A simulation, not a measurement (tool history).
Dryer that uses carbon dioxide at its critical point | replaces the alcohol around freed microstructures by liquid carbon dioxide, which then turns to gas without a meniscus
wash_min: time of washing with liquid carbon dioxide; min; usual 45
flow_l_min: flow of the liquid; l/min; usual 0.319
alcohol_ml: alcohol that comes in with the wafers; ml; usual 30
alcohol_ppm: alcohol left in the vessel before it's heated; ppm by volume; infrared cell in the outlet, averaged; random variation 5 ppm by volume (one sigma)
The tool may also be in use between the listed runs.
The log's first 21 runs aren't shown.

run,hour,wash_min,flow_l_min,alcohol_ml,alcohol_ppm
22,160.0,45,0.248,65,472
23,166.7,37,0.248,65,983
24,176.0,32,0.464,109,239
25,184.1,49,0.319,30,62
26,188.9,47,0.319,22,71
27,197.2,29,0.334,22,311
# hour 202.6: inlet filter changed
28,205.1,71,0.365,63,27
29,212.5,44,0.319,61,75
30,220.0,37,0.225,107,1160

Forecast each of these 4 alternatives for the next run:
A,225.6,39,0.274,113,?
B,225.6,41,0.452,25,?
C,225.6,66,0.226,83,?
D,225.6,44,0.539,30,?

run,alcohol_ppm
A,437
B,27
C,70
D,20
Without the tool's hidden state the same runs would have given:
run,alcohol_ppm
A,395
B,5
C,45
D,0
